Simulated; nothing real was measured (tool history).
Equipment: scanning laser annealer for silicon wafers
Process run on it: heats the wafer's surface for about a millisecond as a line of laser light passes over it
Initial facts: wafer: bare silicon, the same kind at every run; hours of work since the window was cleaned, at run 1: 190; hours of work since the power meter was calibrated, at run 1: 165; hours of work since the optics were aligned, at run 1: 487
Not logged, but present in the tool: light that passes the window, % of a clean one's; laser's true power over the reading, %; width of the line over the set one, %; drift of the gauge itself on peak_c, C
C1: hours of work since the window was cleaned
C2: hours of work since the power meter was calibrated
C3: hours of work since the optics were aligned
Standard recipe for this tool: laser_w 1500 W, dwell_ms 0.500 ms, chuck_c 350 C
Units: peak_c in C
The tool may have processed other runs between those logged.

{"run": 1, "hour": 0.0, "laser_w": 1500, "dwell_ms": 0.5, "chuck_c": 350, "C1": 190, "C2": 165, "C3": 487, "peak_c": 1128}
{"run": 2, "hour": 9.5, "laser_w": 1500, "dwell_ms": 0.5, "chuck_c": 350, "C1": 197, "C2": 173, "C3": 495, "peak_c": 1128}
{"run": 3, "hour": 17.8, "laser_w": 1500, "dwell_ms": 0.5, "chuck_c": 350, "C1": 204, "C2": 179, "C3": 501, "peak_c": 1127}
{"run": 4, "hour": 24.8, "laser_w": 1500, "dwell_ms": 0.5, "chuck_c": 350, "C1": 209, "C2": 185, "C3": 507, "peak_c": 1131}
{"run": 5, "hour": 35.5, "laser_w": 1500, "dwell_ms": 0.5, "chuck_c": 350, "C1": 218, "C2": 193, "C3": 515, "peak_c": 1129}
{"run": 6, "hour": 44.7, "laser_w": 1500, "dwell_ms": 0.5, "chuck_c": 350, "C1": 225, "C2": 201, "C3": 523, "peak_c": 1129}
{"run": 7, "hour": 52.9, "laser_w": 1500, "dwell_ms": 0.5, "chuck_c": 350, "C1": 232, "C2": 207, "C3": 529, "peak_c": 1127}
{"run": 8, "hour": 58.2, "laser_w": 1500, "dwell_ms": 0.5, "chuck_c": 350, "C1": 236, "C2": 211, "C3": 533, "peak_c": 1124}
{"run": 9, "hour": 67.3, "laser_w": 1500, "dwell_ms": 0.5, "chuck_c": 350, "C1": 243, "C2": 219, "C3": 541, "peak_c": 1126}
{"run": 10, "hour": 76.4, "laser_w": 1500, "dwell_ms": 0.5, "chuck_c": 350, "C1": 251, "C2": 226, "C3": 548, "peak_c": 1123}
{"run": 11, "hour": 85.4, "laser_w": 1500, "dwell_ms": 0.5, "chuck_c": 362, "C1": 258, "C2": 233, "C3": 555, "peak_c": 1139}
{"run": 12, "hour": 95.6, "laser_w": 1500, "dwell_ms": 0.5, "chuck_c": 362, "C1": 266, "C2": 241, "C3": 563, "peak_c": 1137}
{"run": 13, "hour": 105.4, "laser_w": 1500, "dwell_ms": 0.5, "chuck_c": 362, "C1": 274, "C2": 249, "C3": 571, "peak_c": 1136}
{"run": 14, "hour": 113.7, "laser_w": 1500, "dwell_ms": 0.5, "chuck_c": 324, "C1": 280, "C2": 256, "C3": 578, "peak_c": 1096}
{"run": 15, "hour": 121.1, "laser_w": 1500, "dwell_ms": 0.5, "chuck_c": 324, "C1": 286, "C2": 262, "C3": 584, "peak_c": 1098}
{"run": 16, "hour": 132.4, "laser_w": 1500, "dwell_ms": 0.5, "chuck_c": 324, "C1": 295, "C2": 271, "C3": 593, "peak_c": 1093}
{"run": 17, "hour": 137.5, "laser_w": 1500, "dwell_ms": 0.5, "chuck_c": 313, "C1": 299, "C2": 275, "C3": 597, "peak_c": 1083}
{"run": 18, "hour": 145.3, "laser_w": 1596, "dwell_ms": 0.5, "chuck_c": 350, "C1": 305, "C2": 281, "C3": 603, "peak_c": 1169}
{"hour": 148.2, "done": "window over the wafer cleaned"}
{"run": 19, "hour": 155.0, "laser_w": 1596, "dwell_ms": 0.5, "chuck_c": 350, "C1": 5, "C2": 287, "C3": 609, "peak_c": 1162}
{"run": 20, "hour": 161.1, "laser_w": 1596, "dwell_ms": 0.5, "chuck_c": 350, "C1": 10, "C2": 292, "C3": 614, "peak_c": 1161}
{"run": 21, "hour": 169.7, "laser_w": 1500, "dwell_ms": 0.5, "chuck_c": 350, "C1": 17, "C2": 299, "C3": 621, "peak_c": 1109}
{"run": 22, "hour": 180.7, "laser_w": 1500, "dwell_ms": 0.5, "chuck_c": 350, "C1": 26, "C2": 308, "C3": 629, "peak_c": 1111}
{"hour": 183.7, "done": "window over the wafer cleaned, once more"}
{"run": 23, "hour": 193.0, "laser_w": 1500, "dwell_ms": 0.589, "chuck_c": 338, "C1": 7, "C2": 316, "C3": 638, "peak_c": 1185}
{"run": 24, "hour": 202.9, "laser_w": 1490, "dwell_ms": 0.5, "chuck_c": 333, "C1": 15, "C2": 324, "C3": 646, "peak_c": 1114}
{"run": 25, "hour": 210.0, "laser_w": 1500, "dwell_ms": 0.516, "chuck_c": 350, "C1": 21, "C2": 329, "C3": 651, "peak_c": 1144}
{"run": 26, "hour": 221.2, "laser_w": 1500, "dwell_ms": 0.516, "chuck_c": 374, "C1": 30, "C2": 338, "C3": 660, "peak_c": 1168}
{"run": 27, "hour": 232.6, "laser_w": 1353, "dwell_ms": 0.577, "chuck_c": 378, "C1": 39, "C2": 347, "C3": 669, "peak_c": 1134}
{"run": 28, "hour": 239.1, "laser_w": 1500, "dwell_ms": 0.443, "chuck_c": 356, "C1": 44, "C2": 353, "C3": 674, "peak_c": 1099}
{"run": 29, "hour": 249.5, "laser_w": 1500, "dwell_ms": 0.443, "chuck_c": 372, "C1": 52, "C2": 361, "C3": 683, "peak_c": 1113}
{"run": 30, "hour": 261.0, "laser_w": 1500, "dwell_ms": 0.443, "chuck_c": 372, "C1": 62, "C2": 370, "C3": 692, "peak_c": 1111}
{"run": 31, "hour": 269.7, "laser_w": 1448, "dwell_ms": 0.539, "chuck_c": 388, "C1": 69, "C2": 377, "C3": 699, "peak_c": 1165}
{"run": 32, "hour": 277.2, "laser_w": 1617, "dwell_ms": 0.5, "chuck_c": 389, "C1": 74, "C2": 383, "C3": 705, "peak_c": 1232}
{"run": 33, "hour": 283.6, "laser_w": 1617, "dwell_ms": 0.5, "chuck_c": 389, "C1": 80, "C2": 388, "C3": 710, "peak_c": 1232}
{"run": 34, "hour": 290.6, "laser_w": 1561, "dwell_ms": 0.618, "chuck_c": 340, "C1": 85, "C2": 394, "C3": 715, "peak_c": 1232}
{"run": 35, "hour": 298.5, "laser_w": 1444, "dwell_ms": 0.594, "chuck_c": 350, "C1": 91, "C2": 400, "C3": 722, "peak_c": 1165}
{"run": 36, "hour": 303.2, "laser_w": 1606, "dwell_ms": 0.5, "chuck_c": 350, "C1": 95, "C2": 404, "C3": 725, "peak_c": 1185}
{"run": 37, "hour": 313.0, "laser_w": 1589, "dwell_ms": 0.384, "chuck_c": 318, "C1": 103, "C2": 411, "C3": 733, "peak_c": 1051}
{"run": 38, "hour": 318.1, "laser_w": 1310, "dwell_ms": 0.537, "chuck_c": 327, "C1": 107, "C2": 415, "C3": 737, "peak_c": 1034}
{"run": 39, "hour": 325.1, "laser_w": 1310, "dwell_ms": 0.537, "chuck_c": 327, "C1": 113, "C2": 421, "C3": 743, "peak_c": 1036}
{"run": 40, "hour": 332.7, "laser_w": 1377, "dwell_ms": 0.525, "chuck_c": 361, "C1": 119, "C2": 427, "C3": 749, "peak_c": 1096}
{"run": 41, "hour": 338.3, "laser_w": 1377, "dwell_ms": 0.525, "chuck_c": 361, "C1": 123, "C2": 432, "C3": 753, "peak_c": 1092}
{"run": 42, "hour": 348.2, "laser_w": 1377, "dwell_ms": 0.525, "chuck_c": 361, "C1": 131, "C2": 439, "C3": 761, "peak_c": 1093}

3 options for the next run, each taken on its own from the tool as it stands now. Forecast them:
{"run": "A", "hour": 356.0, "laser_w": 1639, "dwell_ms": 0.4, "chuck_c": 319, "C1": 137, "C2": 446, "C3": 767, "peak_c": "?"}
{"run": "B", "hour": 356.0, "laser_w": 1368, "dwell_ms": 0.525, "chuck_c": 352, "C1": 137, "C2": 446, "C3": 767, "peak_c": "?"}
{"run": "C", "hour": 356.0, "laser_w": 1547, "dwell_ms": 0.5, "chuck_c": 387, "C1": 137, "C2": 446, "C3": 767, "peak_c": "?"}

run=A peak_c=1089
run=B peak_c=1078
run=C peak_c=1185
The same runs, with their run-to-run variation unchanged, on a tool lacking any hidden condition would have given:
run=A peak_c=1108
run=B peak_c=1095
run=C peak_c=1204
